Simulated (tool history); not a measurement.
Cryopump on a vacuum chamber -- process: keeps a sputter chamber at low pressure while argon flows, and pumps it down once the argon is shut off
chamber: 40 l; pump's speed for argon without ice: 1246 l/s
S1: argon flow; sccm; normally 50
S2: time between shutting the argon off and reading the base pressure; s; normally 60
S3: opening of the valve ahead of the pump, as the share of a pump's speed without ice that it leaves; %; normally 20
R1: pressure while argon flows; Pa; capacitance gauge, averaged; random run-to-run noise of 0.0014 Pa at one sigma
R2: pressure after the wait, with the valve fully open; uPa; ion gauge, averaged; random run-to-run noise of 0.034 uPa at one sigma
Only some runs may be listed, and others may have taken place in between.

{"run": 1, "day": 0.0, "S1": 50, "S2": 60, "S3": 20, "R1": 0.3426, "R2": 3.71}
{"run": 2, "day": 0.946, "S1": 50, "S2": 60, "S3": 20, "R1": 0.3426, "R2": 3.67}
{"run": 3, "day": 1.65, "S1": 50, "S2": 60, "S3": 51, "R1": 0.1369, "R2": 3.56}
{"run": 4, "day": 2.558, "S1": 50, "S2": 60, "S3": 20, "R1": 0.3404, "R2": 3.62}
{"run": 5, "day": 3.7, "S1": 50, "S2": 60, "S3": 20, "R1": 0.3413, "R2": 3.71}
{"run": 6, "day": 4.346, "S1": 50, "S2": 60, "S3": 20, "R1": 0.3413, "R2": 3.69}
{"run": 7, "day": 5.192, "S1": 50, "S2": 60, "S3": 20, "R1": 0.3428, "R2": 3.67}
{"run": 8, "day": 6.067, "S1": 50, "S2": 24, "S3": 20, "R1": 0.3433, "R2": 5.98}
{"run": 9, "day": 6.671, "S1": 50, "S2": 24, "S3": 20, "R1": 0.3443, "R2": 6.22}
{"run": 10, "day": 8.062, "S1": 50, "S2": 24, "S3": 20, "R1": 0.3429, "R2": 6.14}
{"run": 11, "day": 8.983, "S1": 50, "S2": 24, "S3": 20, "R1": 0.343, "R2": 6.1}
{"run": 12, "day": 10.358, "S1": 50, "S2": 60, "S3": 20, "R1": 0.345, "R2": 3.82}
{"run": 13, "day": 11.3, "S1": 50, "S2": 60, "S3": 20, "R1": 0.3436, "R2": 3.77}
{"run": 14, "day": 12.233, "S1": 50, "S2": 60, "S3": 20, "R1": 0.346, "R2": 3.78}
{"run": 15, "day": 12.821, "S1": 50, "S2": 60, "S3": 20, "R1": 0.3432, "R2": 3.72}
{"run": 16, "day": 13.479, "S1": 25, "S2": 60, "S3": 31, "R1": 0.112, "R2": 3.8}
{"run": 17, "day": 14.654, "S1": 25, "S2": 60, "S3": 31, "R1": 0.1134, "R2": 3.9}
{"run": 18, "day": 15.254, "S1": 22, "S2": 89, "S3": 31, "R1": 0.0997, "R2": 3.29}
{"run": 19, "day": 16.092, "S1": 22, "S2": 89, "S3": 31, "R1": 0.0982, "R2": 3.46}
{"run": 20, "day": 16.846, "S1": 22, "S2": 89, "S3": 31, "R1": 0.0989, "R2": 3.43}
{"run": 21, "day": 18.158, "S1": 81, "S2": 207, "S3": 20, "R1": 0.562, "R2": 2.77}
{"run": 22, "day": 19.221, "S1": 50, "S2": 185, "S3": 20, "R1": 0.3429, "R2": 2.73}
{"run": 23, "day": 20.021, "S1": 50, "S2": 185, "S3": 20, "R1": 0.3448, "R2": 2.78}

A few steps of R1 between consecutive runs. Split each: what settings, incoming material and random variation would produce without the hidden state, and what is left over for the hidden state, along with gauge scatter present in only one of the two compared results (measured, and without hidden state):
Hidden state at play: pump's speed, % of a pump's without ice; cold plate's temperature, K; leak into the chamber, uPa l/s; drift of the gauge itself on working_pa, %; drift of the gauge itself on base_upa, %.
Run 15 -> 16: S1 50 -> 25, S3 20 -> 31. R1 -0.2312 Pa: hidden state -0.0027, all else -0.2285.
Run 20 -> 21: S1 22 -> 81, S2 89 -> 207, S3 31 -> 20. R1 +0.4631 Pa: hidden state +0.0085, all else +0.4546.
Run 21 -> 22: S1 81 -> 50, S2 207 -> 185. R1 -0.2191 Pa: hidden state -0.0042, all else -0.2149.

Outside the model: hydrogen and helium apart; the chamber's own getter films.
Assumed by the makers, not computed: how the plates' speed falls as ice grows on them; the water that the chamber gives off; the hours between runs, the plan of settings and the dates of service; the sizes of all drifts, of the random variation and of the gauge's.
